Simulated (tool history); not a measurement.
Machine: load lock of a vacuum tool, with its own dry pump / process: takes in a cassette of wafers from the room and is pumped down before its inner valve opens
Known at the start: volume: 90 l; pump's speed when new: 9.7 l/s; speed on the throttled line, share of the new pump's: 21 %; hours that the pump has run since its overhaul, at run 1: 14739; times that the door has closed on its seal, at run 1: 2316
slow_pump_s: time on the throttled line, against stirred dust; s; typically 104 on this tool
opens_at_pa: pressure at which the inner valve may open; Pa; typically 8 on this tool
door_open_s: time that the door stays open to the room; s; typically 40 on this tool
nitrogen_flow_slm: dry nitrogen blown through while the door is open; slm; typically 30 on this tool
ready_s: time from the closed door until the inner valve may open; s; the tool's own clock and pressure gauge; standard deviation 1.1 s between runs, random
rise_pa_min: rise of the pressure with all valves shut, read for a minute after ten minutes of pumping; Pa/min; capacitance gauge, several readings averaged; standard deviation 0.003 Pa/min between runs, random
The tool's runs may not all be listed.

run	hour	slow_pump_s	opens_at_pa	door_open_s	nitrogen_flow_slm	hours that the pump has run since its overhaul	times that the door has closed on its seal	incoming humidity of the room's air, %	ready_s	rise_pa_min
1	0	104	8	40	30	14739	2316	46.4	185.9	0.019
2	88.2	104	8	40	30	14828	2407	40.5	183.8	0.019
3	182.6	104	8	40	30	14922	2504	45.4	185.4	0.015
4	297.9	104	8	106	30	15037	2622	47.5	185.8	0.032
5	379.8	104	8	106	30	15119	2706	47.1	187.4	0.032
6	449.6	104	8	106	30	15189	2778	46.6	187.2	0.029
7	518.5	63	8	40	30	15258	2849	44.1	156.9	0.021
8	624.2	63	8	40	30	15364	2957	44.9	154.7	0.02
9	711.9	63	7	40	30	15451	3047	46.9	157.4	0.026
10	808.4	63	7	40	30	15548	3147	44.1	158.4	0.02
11	915.8	104	8	40	30	15655	3257	45.7	185	0.023
12	1032.9	104	8	40	30	15772	3377	44.2	185.3	0.028
13	1090.3	104	8	190	30	15830	3436	46.9	186.4	0.042
14	1231.4	104	8	190	30	15971	3581	45	186.1	0.043
15	1346	104	8	190	30	16085	3699	48.8	185.5	0.048
16	1476	104	8	190	30	16215	3832	43.3	185.1	0.047
17	1592.1	72	7	26	31	16332	3952	45.6	165.6	0.014
18	1710.2	146	6	50	15	16450	4073	47.5	220.6	0.031
19	1777.6	140	15	48	40	16517	4142	44.1	205.9	0.02
20	1848.4	59	15	48	40	16588	4215	45.5	147.3	0.017
21	1917.8	86	8	61	30	16657	4286	44.2	173.7	0.025
22	2052.5	203	13	49	30	16792	4425	45.8	254.8	0.025
23	2139.8	203	13	49	30	16879	4514	49	254.9	0.028
24	2251.5	203	16	127	30	16991	4629	47.3	255.7	0.034
25	2354.4	203	16	127	30	17094	4735	44.8	252	0.039
26	2427.7	104	8	40	7	17167	4810	42.4	188.3	0.037
27	2547.6	104	6	86	7	17287	4933	44.5	192.6	0.058
28	2641.6	82	10	86	6	17381	5030	44.4	169.8	0.058
29	2749	82	7	45	29	17488	5140	41.4	175.2	0.025
30	2820.4	201	11	40	30	17560	5213	48.6	257.8	0.025
31	2938.2	104	16	40	30	17678	5334	46.3	179.2	0.024

Below, each run's measurement less what the same run would have read without the hidden state. Both values contain the same run-to-run variation, but the gauge's scatter may not be the same in both:
What the log doesn't record here: pump's speed, % of a new pump's; leak at the door's seal, Pa l/s; drift of the gauge itself on ready_s, %; drift of the gauge itself on rise_pa_min, %.
run	ready_s	rise_pa_min
1	+15	+0.005
2	+14.9	+0.005
3	+15.1	+0.006
4	+15.3	+0.006
5	+15.5	+0.006
6	+15.6	+0.007
7	+17.4	+0.007
8	+17.4	+0.007
9	+18.1	+0.008
10	+18.4	+0.007
11	+15.9	+0.007
12	+16.1	+0.008
13	+16.3	+0.007
14	+16.4	+0.009
15	+16.5	+0.009
16	+16.6	+0.009
17	+18.8	+0.009
18	+15.5	+0.01
19	+13.6	+0.01
20	+17.9	+0.01
21	+18	+0.01
22	+10.6	+0.01
23	+10.7	+0.011
24	+10.4	+0.011
25	+10.3	+0.011
26	+18	+0.011
27	+19	+0.011
28	+18.9	+0.012
29	+20.2	+0.012
30	+11.9	+0.013
31	+16.6	+0.012
